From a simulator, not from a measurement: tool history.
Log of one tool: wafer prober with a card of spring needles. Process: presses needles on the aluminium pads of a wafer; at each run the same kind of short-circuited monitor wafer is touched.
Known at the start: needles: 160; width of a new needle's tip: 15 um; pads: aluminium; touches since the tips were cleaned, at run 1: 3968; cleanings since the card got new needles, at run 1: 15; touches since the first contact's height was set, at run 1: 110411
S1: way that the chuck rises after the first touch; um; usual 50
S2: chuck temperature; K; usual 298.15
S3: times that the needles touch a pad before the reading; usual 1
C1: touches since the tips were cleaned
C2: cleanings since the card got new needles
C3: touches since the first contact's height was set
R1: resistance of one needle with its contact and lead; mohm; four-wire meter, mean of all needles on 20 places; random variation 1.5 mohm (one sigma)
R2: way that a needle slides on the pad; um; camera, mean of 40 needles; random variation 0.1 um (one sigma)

run 1 hour=0 | S1=50 S2=298.15 S3=1 | C1=3968 C2=15 C3=110411 | R1=220 R2=11.43
-- hour=8.6 tips cleaned on abrasive film
run 2 hour=14.3 | S1=50 S2=298.15 S3=1 | C1=1360 C2=16 C3=113817 | R1=186 R2=11.18
run 3 hour=28.8 | S1=50 S2=298.15 S3=1 | C1=4842 C2=16 C3=117299 | R1=230 R2=11.4
-- hour=33.5 tips cleaned on abrasive film
run 4 hour=37.9 | S1=50 S2=298.15 S3=1 | C1=1055 C2=17 C3=119465 | R1=182 R2=11.48
run 5 hour=52.9 | S1=50 S2=298.15 S3=1 | C1=4665 C2=17 C3=123075 | R1=227 R2=11.45
-- hour=58.3 tips cleaned on abrasive film
run 6 hour=63.9 | S1=50 S2=298.15 S3=1 | C1=1357 C2=18 C3=125692 | R1=188 R2=11.62
run 7 hour=81.4 | S1=50 S2=298.15 S3=1 | C1=5553 C2=18 C3=129888 | R1=232 R2=11.26
-- hour=82.5 tips cleaned on abrasive film
run 8 hour=90.5 | S1=58 S2=298.15 S3=1 | C1=1916 C2=19 C3=132063 | R1=187 R2=12.97
run 9 hour=100.2 | S1=58 S2=298.15 S3=1 | C1=4246 C2=19 C3=134393 | R1=204 R2=13.14
-- hour=107.8 tips cleaned on abrasive film
run 10 hour=116.5 | S1=53 S2=363.15 S3=3 | C1=2105 C2=20 C3=138289 | R1=162 R2=11.92
-- hour=132 tips cleaned on abrasive film
run 11 hour=135.8 | S1=53 S2=363.15 S3=2 | C1=905 C2=21 C3=142897 | R1=162 R2=11.98
run 12 hour=148.6 | S1=53 S2=363.15 S3=2 | C1=3989 C2=21 C3=145981 | R1=188 R2=11.89
-- hour=157.6 tips cleaned on abrasive film
run 13 hour=160.3 | S1=53 S2=363.15 S3=2 | C1=663 C2=22 C3=148767 | R1=152 R2=11.89
run 14 hour=178.7 | S1=52 S2=308.15 S3=1 | C1=5072 C2=22 C3=153176 | R1=228 R2=11.55
-- hour=182.2 tips cleaned on abrasive film
run 15 hour=197.7 | S1=50 S2=314.15 S3=1 | C1=3708 C2=23 C3=157709 | R1=230 R2=11.22

The next listed run, before its measurement:
-- hour=206.7 tips cleaned on abrasive film
run 16 hour=212.1 | S1=58 S2=319.15 S3=1 | C1=1295 C2=24 C3=161149 | R1=? R2=?

{"run 16": {"R1": 179, "R2": 12.86}}
Without the tool's hidden state the same run would have given R1 137 mohm, R2 13.39 um.
